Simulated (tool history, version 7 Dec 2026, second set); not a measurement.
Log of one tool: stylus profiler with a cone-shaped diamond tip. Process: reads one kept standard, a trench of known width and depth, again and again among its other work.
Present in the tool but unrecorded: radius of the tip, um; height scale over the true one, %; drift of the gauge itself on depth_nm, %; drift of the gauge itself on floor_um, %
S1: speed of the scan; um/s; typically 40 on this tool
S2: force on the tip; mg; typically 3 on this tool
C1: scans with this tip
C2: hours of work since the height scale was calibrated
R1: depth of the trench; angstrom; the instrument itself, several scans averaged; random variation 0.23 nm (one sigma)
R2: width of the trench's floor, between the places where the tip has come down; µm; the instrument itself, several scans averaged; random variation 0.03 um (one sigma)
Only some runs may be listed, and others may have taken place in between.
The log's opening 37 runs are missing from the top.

Run 38, hour 2252.1: usual settings but S2 1.31 mg; C1 4226; C2 673. Result: R1 10064.4 angstrom, R2 46.33 µm.
Run 39, hour 2305.3: usual settings but S1 26 um/s, S2 1.83 mg; C1 4406; C2 702. Result: R1 10079.5 angstrom, R2 46.4 µm.
Run 40, hour 2364.4: usual settings but S1 55 um/s, S2 2.73 mg; C1 4606; C2 733. Result: R1 10110.8 angstrom, R2 46.3 µm.
Run 41, hour 2422.6: usual settings but S1 55 um/s, S2 2.73 mg; C1 4803; C2 765. Result: R1 10108.8 angstrom, R2 46.36 µm.
Run 42, hour 2466.9: usual settings but S1 18 um/s, S2 1.5 mg; C1 4952; C2 789. Result: R1 10069.4 angstrom, R2 46.38 µm.
Run 43, hour 2508.6: usual settings but S1 18 um/s, S2 1.5 mg; C1 5094; C2 811. Result: R1 10073.1 angstrom, R2 46.45 µm.
Run 44, hour 2585.5: usual settings but S1 18 um/s, S2 1.5 mg; C1 5354; C2 852. Result: R1 10068 angstrom, R2 46.35 µm.
Run 45, hour 2655.6: usual settings but S1 18 um/s, S2 1.5 mg; C1 5591; C2 890. Result: R1 10070.1 angstrom, R2 46.41 µm.
Run 46, hour 2718.6: usual settings but S1 96 um/s, S2 1.42 mg; C1 5804; C2 924. Result: R1 10073.4 angstrom, R2 46 µm.

Branching from run 46: 4 alternative next runs. What would each branch give?
Run A, hour 2769.8: usual settings but S1 38 um/s, S2 1.73 mg; C1 5977; C2 952. Result: R1 ?, R2 ?.
Run B, hour 2769.8: usual settings but S1 70 um/s, S2 1.1 mg; C1 5977; C2 952. Result: R1 ?, R2 ?.
Run C, hour 2769.8: usual settings but S1 156 um/s, S2 2.35 mg; C1 5977; C2 952. Result: R1 ?, R2 ?.
Run D, hour 2769.8: usual settings but S1 52 um/s, S2 1.99 mg; C1 5977; C2 952. Result: R1 ?, R2 ?.

run       R1     R2
  A  10080.2  46.37
  B  10058.5  46.11
  C  10096.8  45.91
  D  10089.5  46.28
Without the tool's hidden state the same runs would have given:
run       R1     R2
  A  10080.3  46.37
  B  10058.6  46.12
  C  10096.9  45.92
  D  10089.6  46.29
